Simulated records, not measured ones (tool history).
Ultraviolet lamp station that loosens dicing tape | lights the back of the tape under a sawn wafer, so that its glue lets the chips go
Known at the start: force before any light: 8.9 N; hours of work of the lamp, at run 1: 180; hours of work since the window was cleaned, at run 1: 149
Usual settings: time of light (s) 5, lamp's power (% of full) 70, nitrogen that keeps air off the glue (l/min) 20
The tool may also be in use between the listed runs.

run   hour  time of light (s)  lamp's power (% of full)  nitrogen that keeps air off the glue (l/min)  hours of work of the lamp  hours of work since the window was cleaned  force that peels the tape off (N)  light that reached the tape (mJ/cm²)
  1    0.0                  5                        70                                            20                        180                                         149                              0.623                                   328
  2    7.9                  5                        70                                            20                        183                                         152                              0.621                                   327
  3   18.1                  5                        70                                            20                        187                                         156                              0.612                                   330
  4   24.2                  5                        70                                             6                        190                                         159                              1.593                                   328
  5   34.2                  5                        70                                            20                        194                                         163                              0.641                                   323
  6   45.3                  5                        70                                            20                        198                                         167                              0.644                                   321
  7   51.9                  5                        90                                            20                        201                                         170                              0.361                                   415
  8   61.2                  5                        74                                            20                        205                                         173                              0.551                                   344
  9   71.4                  5                        74                                            20                        209                                         178                              0.562                                   342
 10   79.0                  5                        74                                            20                        212                                         181                              0.561                                   344
 11   90.2                  5                        74                                            20                        216                                         185                              0.553                                   342
 12  102.6                  5                        70                                            20                        221                                         190                              0.648                                   316
 13  109.8                  5                        70                                            20                        224                                         193                              0.655                                   322
 14  117.3                  5                        70                                            20                        227                                         196                              0.641                                   320
 15  125.7                  5                        70                                            20                        231                                         199                              0.640                                   318
 16  136.6                  5                        92                                            20                        235                                         204                              0.375                                   416
 17  143.7                  5                        92                                            20                        238                                         207                              0.382                                   414
 18  156.3                  5                        92                                            20                        243                                         212                              0.369                                   417
 19  161.9                  5                        70                                            25                        245                                         214                              0.550                                   316
 20  168.2                  5                        70                                             7                        248                                         217                              1.562                                   314
 21  173.7                  5                        70                                             7                        250                                         219                              1.551                                   313
 22  181.9                  5                        70                                             7                        253                                         222                              1.556                                   312
 23  187.0                  5                        70                                            26                        255                                         224                              0.552                                   316
 24  197.6                  5                        70                                            26                        260                                         228                              0.561                                   310
 25  204.5                  5                        88                                            18                        263                                         231                              0.452                                   393
 26  216.4                  6                        73                                            22                        267                                         236                              0.404                                   389
 27  225.1                  5                        70                                            15                        271                                         240                              0.851                                   308
 28  230.6                  4                        73                                            39                        273                                         242                              0.611                                   260
 29  239.1                  2                        93                                             7                        276                                         245                              3.467                                   166
 30  247.8                  4                        86                                             7                        280                                         249                              1.648                                   304
 31  253.0                  5                        73                                            20                        282                                         251                              0.641                                   326
 32  264.6                  5                        73                                            35                        287                                         255                              0.443                                   324
 33  276.9                  3                        79                                             7                        292                                         260                              2.841                                   208
 34  289.4                  5                        83                                            10                        297                                         265                              0.961                                   359
 35  298.0                  5                        83                                            10                        300                                         269                              0.900                                   359
 36  305.1                  5                        83                                            10                        303                                         272                              0.890                                   361
 37  317.3                  4                        77                                            10                        308                                         277                              1.629                                   266
 38  322.5                  2                        70                                            28                        310                                         279                              2.607                                   122
 39  328.7                  5                        70                                            24                        313                                         281                              0.650                                   303
 40  338.5                  5                        70                                            24                        317                                         285                              0.632                                   298
 41  346.8                  5                        70                                            24                        320                                         289                              0.654                                   303
 42  354.7                  3                        67                                            21                        323                                         292                              1.948                                   175
 43  363.7                  3                        67                                            21                        327                                         295                              1.949                                   169

Some steps in force that peels the tape off (N) between neighbouring runs. How much of each would the tool show without its hidden state too (settings, what came in, random variation), and how much is left for the hidden state, with any gauge scatter that isn't in both results?
The hidden state here: lamp's light, % of a new lamp's; light that the window lets through, % of a clean one's; drift of the gauge itself on peel_n, %; drift of the gauge itself on dose_mj_cm2, %.
Run 28 -> 29: time of light (s) 4 -> 2, lamp's power (% of full) 73 -> 93, nitrogen that keeps air off the glue (l/min) 39 -> 7. force that peels the tape off (N) +2.856: hidden state +0.359, all else +2.497.
Run 32 -> 33: time of light (s) 5 -> 3, lamp's power (% of full) 73 -> 79, nitrogen that keeps air off the glue (l/min) 35 -> 7. force that peels the tape off (N) +2.398: hidden state +0.442, all else +1.956.
Run 38 -> 39: time of light (s) 2 -> 5, nitrogen that keeps air off the glue (l/min) 28 -> 24. force that peels the tape off (N) -1.957: hidden state -0.346, all else -1.611.
